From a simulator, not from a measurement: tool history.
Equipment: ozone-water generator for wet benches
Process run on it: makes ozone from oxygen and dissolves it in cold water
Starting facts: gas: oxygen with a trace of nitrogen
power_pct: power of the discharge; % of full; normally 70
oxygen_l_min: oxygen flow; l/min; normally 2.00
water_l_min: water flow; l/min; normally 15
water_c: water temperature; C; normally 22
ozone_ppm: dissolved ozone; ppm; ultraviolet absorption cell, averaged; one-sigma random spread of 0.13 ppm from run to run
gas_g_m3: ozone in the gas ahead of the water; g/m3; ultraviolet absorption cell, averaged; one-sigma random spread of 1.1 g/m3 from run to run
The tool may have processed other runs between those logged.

run 1 hour=0.0 | power_pct=70 oxygen_l_min=2.00 water_l_min=15 water_c=22 | ozone_ppm=13.4 gas_g_m3=185.1
run 2 hour=96.9 | power_pct=70 oxygen_l_min=2.00 water_l_min=15 water_c=22 | ozone_ppm=13.3 gas_g_m3=182.7
run 3 hour=194.0 | power_pct=70 oxygen_l_min=2.00 water_l_min=15 water_c=17 | ozone_ppm=14.0 gas_g_m3=182.4
run 4 hour=255.8 | power_pct=70 oxygen_l_min=2.00 water_l_min=15 water_c=17 | ozone_ppm=14.1 gas_g_m3=183.5
-- hour=278.5 water thermometer calibrated
run 5 hour=327.3 | power_pct=70 oxygen_l_min=2.00 water_l_min=15 water_c=17 | ozone_ppm=14.1 gas_g_m3=185.1
run 6 hour=403.0 | power_pct=70 oxygen_l_min=2.00 water_l_min=15 water_c=17 | ozone_ppm=14.0 gas_g_m3=183.3
run 7 hour=506.8 | power_pct=70 oxygen_l_min=2.00 water_l_min=15 water_c=17 | ozone_ppm=14.0 gas_g_m3=184.1
run 8 hour=595.1 | power_pct=70 oxygen_l_min=2.00 water_l_min=15 water_c=22 | ozone_ppm=13.4 gas_g_m3=184.1
run 9 hour=686.2 | power_pct=70 oxygen_l_min=2.00 water_l_min=15 water_c=22 | ozone_ppm=13.3 gas_g_m3=183.3
run 10 hour=751.2 | power_pct=70 oxygen_l_min=2.00 water_l_min=15 water_c=22 | ozone_ppm=13.4 gas_g_m3=181.8
run 11 hour=857.7 | power_pct=70 oxygen_l_min=2.00 water_l_min=15 water_c=22 | ozone_ppm=13.1 gas_g_m3=182.0
run 12 hour=915.2 | power_pct=70 oxygen_l_min=2.00 water_l_min=15 water_c=22 | ozone_ppm=13.0 gas_g_m3=180.5
run 13 hour=999.0 | power_pct=70 oxygen_l_min=2.00 water_l_min=23 water_c=16 | ozone_ppm=9.1 gas_g_m3=182.0
run 14 hour=1071.9 | power_pct=70 oxygen_l_min=1.41 water_l_min=14 water_c=22 | ozone_ppm=12.9 gas_g_m3=217.6
-- hour=1082.1 contactor cleaned
run 15 hour=1140.0 | power_pct=70 oxygen_l_min=1.41 water_l_min=14 water_c=22 | ozone_ppm=13.1 gas_g_m3=217.4
run 16 hour=1197.0 | power_pct=49 oxygen_l_min=1.20 water_l_min=21 water_c=15 | ozone_ppm=6.7 gas_g_m3=195.5
run 17 hour=1281.5 | power_pct=92 oxygen_l_min=1.71 water_l_min=21 water_c=15 | ozone_ppm=10.8 gas_g_m3=228.6
run 18 hour=1329.2 | power_pct=70 oxygen_l_min=2.45 water_l_min=15 water_c=22 | ozone_ppm=13.3 gas_g_m3=161.9
run 19 hour=1409.8 | power_pct=70 oxygen_l_min=2.00 water_l_min=11 water_c=20 | ozone_ppm=17.0 gas_g_m3=183.4
-- hour=1433.5 contactor cleaned, once more
run 20 hour=1502.0 | power_pct=70 oxygen_l_min=2.00 water_l_min=11 water_c=20 | ozone_ppm=18.1 gas_g_m3=181.3
run 21 hour=1589.0 | power_pct=70 oxygen_l_min=2.49 water_l_min=15 water_c=16 | ozone_ppm=15.0 gas_g_m3=161.9
run 22 hour=1679.1 | power_pct=67 oxygen_l_min=2.49 water_l_min=15 water_c=16 | ozone_ppm=14.7 gas_g_m3=157.9
run 23 hour=1788.8 | power_pct=67 oxygen_l_min=2.49 water_l_min=15 water_c=16 | ozone_ppm=14.7 gas_g_m3=157.2
run 24 hour=1882.1 | power_pct=70 oxygen_l_min=2.49 water_l_min=15 water_c=16 | ozone_ppm=15.0 gas_g_m3=163.5

Alternative continuations, all from the tool just after run 24; predict every row:
run A hour=1945.6 | power_pct=78 oxygen_l_min=2.64 water_l_min=15 water_c=29 | ozone_ppm=? gas_g_m3=?
run B hour=1945.6 | power_pct=70 oxygen_l_min=2.49 water_l_min=19 water_c=16 | ozone_ppm=? gas_g_m3=?
run C hour=1945.6 | power_pct=67 oxygen_l_min=1.14 water_l_min=15 water_c=14 | ozone_ppm=? gas_g_m3=?
run D hour=1945.6 | power_pct=70 oxygen_l_min=2.49 water_l_min=23 water_c=22 | ozone_ppm=? gas_g_m3=?
run E hour=1945.6 | power_pct=55 oxygen_l_min=2.49 water_l_min=15 water_c=16 | ozone_ppm=? gas_g_m3=?

run=A ozone_ppm=13.7 gas_g_m3=166.6
run=B ozone_ppm=12.0 gas_g_m3=161.0
run=C ozone_ppm=12.2 gas_g_m3=235.7
run=D ozone_ppm=9.6 gas_g_m3=162.8
run=E ozone_ppm=12.8 gas_g_m3=140.7
The same runs, with their run-to-run variation unchanged, on a tool lacking any hidden condition would have given:
run=A ozone_ppm=14.3 gas_g_m3=172.7
run=B ozone_ppm=12.5 gas_g_m3=166.5
run=C ozone_ppm=12.6 gas_g_m3=243.6
run=D ozone_ppm=9.9 gas_g_m3=168.4
run=E ozone_ppm=13.3 gas_g_m3=144.9

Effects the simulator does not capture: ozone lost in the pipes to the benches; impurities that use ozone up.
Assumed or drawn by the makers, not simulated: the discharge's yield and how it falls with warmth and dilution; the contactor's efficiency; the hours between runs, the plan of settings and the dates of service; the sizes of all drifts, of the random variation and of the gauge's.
